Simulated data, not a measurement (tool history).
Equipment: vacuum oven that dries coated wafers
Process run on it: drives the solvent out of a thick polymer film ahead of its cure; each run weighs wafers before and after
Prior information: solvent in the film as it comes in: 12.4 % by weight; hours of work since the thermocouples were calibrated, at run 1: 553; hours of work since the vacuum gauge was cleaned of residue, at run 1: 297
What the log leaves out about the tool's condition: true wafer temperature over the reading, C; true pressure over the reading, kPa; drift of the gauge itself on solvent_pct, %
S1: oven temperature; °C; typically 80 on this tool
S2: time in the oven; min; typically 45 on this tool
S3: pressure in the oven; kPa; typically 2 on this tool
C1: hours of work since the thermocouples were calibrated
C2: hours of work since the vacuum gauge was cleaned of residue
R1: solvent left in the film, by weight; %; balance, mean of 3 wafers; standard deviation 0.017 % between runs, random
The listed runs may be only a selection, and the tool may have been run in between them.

Run 1, hour 0: usual settings; C1 553; C2 297. Result: R1 1.64 %.
Run 2, hour 9.7: usual settings; C1 559; C2 303. Result: R1 1.61 %.
Run 3, hour 30.7: usual settings; C1 573; C2 317. Result: R1 1.65 %.
Run 4, hour 50.3: usual settings; C1 586; C2 330. Result: R1 1.62 %.
Run 5, hour 60.3: usual settings; C1 592; C2 336. Result: R1 1.65 %.
Run 6, hour 72.9: usual settings; C1 601; C2 345. Result: R1 1.64 %.
Run 7, hour 92.2: usual settings; C1 613; C2 357. Result: R1 1.64 %.
Run 8, hour 105.7: usual settings but S2 33 min; C1 622; C2 366. Result: R1 2.51 %.
Run 9, hour 124.9: usual settings but S3 1.62 kPa; C1 635; C2 379. Result: R1 1.54 %.
Run 10, hour 140.3: usual settings but S3 1.62 kPa; C1 645; C2 389. Result: R1 1.56 %.
Run 11, hour 160.6: usual settings but S3 1.62 kPa; C1 659; C2 403. Result: R1 1.56 %.
Run 12, hour 172: usual settings but S3 1.62 kPa; C1 666; C2 410. Result: R1 1.55 %.
Run 13, hour 192.6: usual settings but S1 85 °C, S2 78 min, S3 1.29 kPa; C1 680; C2 424. Result: R1 0.36 %.
Run 14, hour 208.3: usual settings but S1 85 °C, S2 78 min, S3 3.35 kPa; C1 690; C2 434. Result: R1 0.71 %.
Run 15, hour 228.9: usual settings but S1 82 °C, S2 75 min, S3 4.91 kPa; C1 704; C2 448. Result: R1 1.27 %.
Run 16, hour 240.5: usual settings but S3 1.24 kPa; C1 711; C2 455. Result: R1 1.49 %.
Run 17, hour 257.1: usual settings but S2 74 min, S3 6.46 kPa; C1 722; C2 466. Result: R1 1.81 %.
Run 18, hour 273.2: usual settings but S1 81 °C, S2 76 min, S3 2.87 kPa; C1 733; C2 477. Result: R1 0.89 %.

Each row is a separate what-if for the run after 18, all from the same tool condition, not one after another. Results?
Run A, hour 291.9: usual settings but S1 72 °C, S3 2.66 kPa; C1 745; C2 489. Result: R1 ?.
Run B, hour 291.9: usual settings but S2 53 min; C1 745; C2 489. Result: R1 ?.
Run C, hour 291.9: usual settings but S1 81 °C, S2 52 min, S3 2.87 kPa; C1 745; C2 489. Result: R1 ?.

run    R1
  A  3.24
  B  1.29
  C  1.38
Had the tool no hidden state, the same runs would have come out as:
run    R1
  A  3.11
  B  1.21
  C   1.3

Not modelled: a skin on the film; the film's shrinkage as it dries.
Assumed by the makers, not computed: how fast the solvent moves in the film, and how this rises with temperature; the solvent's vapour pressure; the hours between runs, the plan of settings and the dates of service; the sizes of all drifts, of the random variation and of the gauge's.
